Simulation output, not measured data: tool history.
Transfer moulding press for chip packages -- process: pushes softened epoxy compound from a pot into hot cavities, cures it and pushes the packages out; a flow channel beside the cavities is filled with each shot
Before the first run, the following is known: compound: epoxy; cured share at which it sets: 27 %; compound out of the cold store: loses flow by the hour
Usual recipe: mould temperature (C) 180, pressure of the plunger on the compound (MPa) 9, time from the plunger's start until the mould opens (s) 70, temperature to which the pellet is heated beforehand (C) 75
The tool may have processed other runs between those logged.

run   hour  mould temperature (C)  pressure of the plunger on the compound (MPa)  time from the plunger's start until the mould opens (s)  temperature to which the pellet is heated beforehand (C)  incoming compound's hours out of the cold store  length that the compound runs in the flow channel (mm)  greatest force on the pins that push the packages out (N)
  1      0                    180                                              9                                                       70                                                        75                                               22                                                     833                                                        823
        20  -- cavities cleaned with cleaning compound and waxed
  2     24                    180                                              9                                                       70                                                        75                                             36.4                                                     776                                                        556
      38.9  -- plunger's sealing rings changed
  3   52.4                    180                                              9                                                       70                                                        75                                             22.7                                                     861                                                        884
      61.3  -- cavities cleaned with cleaning compound and waxed
  4   75.9                    180                                              9                                                       70                                                        75                                             41.3                                                     797                                                        725
     100.3  -- cavities cleaned with cleaning compound and waxed
  5  103.4                    180                                              9                                                       70                                                        75                                             37.1                                                     812                                                        555
  6  114.7                    180                                              9                                                       70                                                        75                                             37.1                                                     807                                                        741
     138.4  -- cavities cleaned with cleaning compound and waxed
  7    143                    180                                              9                                                       51                                                        75                                             14.7                                                     900                                                       1280
  8  155.6                    180                                              9                                                       51                                                        75                                             35.9                                                     808                                                       1489
     177.2  -- cavities cleaned with cleaning compound and waxed
  9  181.8                    180                                              9                                                       70                                                        75                                             33.5                                                     805                                                        571
 10  198.6                    180                                              9                                                       70                                                        75                                             13.1                                                     894                                                        811
 11  213.3                    180                                              9                                                       70                                                        75                                             28.3                                                     841                                                        932
     216.6  -- cavities cleaned with cleaning compound and waxed
 12    236                    180                                              9                                                       70                                                        75                                             12.1                                                     899                                                        806
     255.9  -- cavities cleaned with cleaning compound and waxed
 13  258.4                    180                                              9                                                       75                                                        83                                             47.7                                                     745                                                        476
 14  278.8                    177                                              9                                                       75                                                        76                                             35.5                                                     806                                                        840
       294  -- cavities cleaned with cleaning compound and waxed
 15  302.4                    177                                              9                                                       75                                                        76                                             15.8                                                     884                                                        659
 16  321.8                    180                                           7.47                                                       61                                                        75                                             18.1                                                     776                                                       1116
     333.8  -- cavities cleaned with cleaning compound and waxed
 17  336.8                    180                                           7.47                                                       61                                                        75                                             15.9                                                     796                                                        740
 18  355.2                    180                                           9.65                                                       53                                                        75                                             17.9                                                     889                                                       1528
 19  368.7                    174                                           9.65                                                       91                                                        74                                             37.2                                                     813                                                        820
     371.9  -- cavities cleaned with cleaning compound and waxed
 20  385.2                    177                                              9                                                       70                                                        69                                             10.3                                                     885                                                        853
 21  397.5                    185                                              9                                                       69                                                        75                                             12.8                                                     853                                                        754
     410.9  -- cavities cleaned with cleaning compound and waxed
 22  420.3                    175                                           9.88                                                       68                                                        75                                             18.3                                                     894                                                        959
     447.5  -- plunger's sealing rings changed
 23  447.5                    180                                          10.21                                                       95                                                        67                                               22                                                     941                                                        774

Alternative continuations, all from the tool just after run 23; predict every row:
     453.4  -- cavities cleaned with cleaning compound and waxed
  A   470                    177                                           8.71                                                       70                                                        75                                             44.7                                                       ?                                                          ?
     453.4  -- cavities cleaned with cleaning compound and waxed
  B   470                    176                                              9                                                       66                                                        80                                             17.6                                                       ?                                                          ?
     453.4  -- cavities cleaned with cleaning compound and waxed
  C   470                    180                                              9                                                       68                                                        75                                             25.9                                                       ?                                                          ?
     453.4  -- cavities cleaned with cleaning compound and waxed
  D   470                    172                                           7.09                                                       62                                                        67                                             47.6                                                       ?                                                          ?

run  length that the compound runs in the flow channel (mm)  greatest force on the pins that push the packages out (N)
  A                                                     778                                                        808
  B                                                     918                                                       1092
  C                                                     865                                                        799
  D                                                     713                                                       1590
Stripped of hidden state, with their random variation kept, the same runs would have yielded:
run  length that the compound runs in the flow channel (mm)  greatest force on the pins that push the packages out (N)
  A                                                     781                                                        510
  B                                                     921                                                        682
  C                                                     868                                                        508
  D                                                     716                                                        996
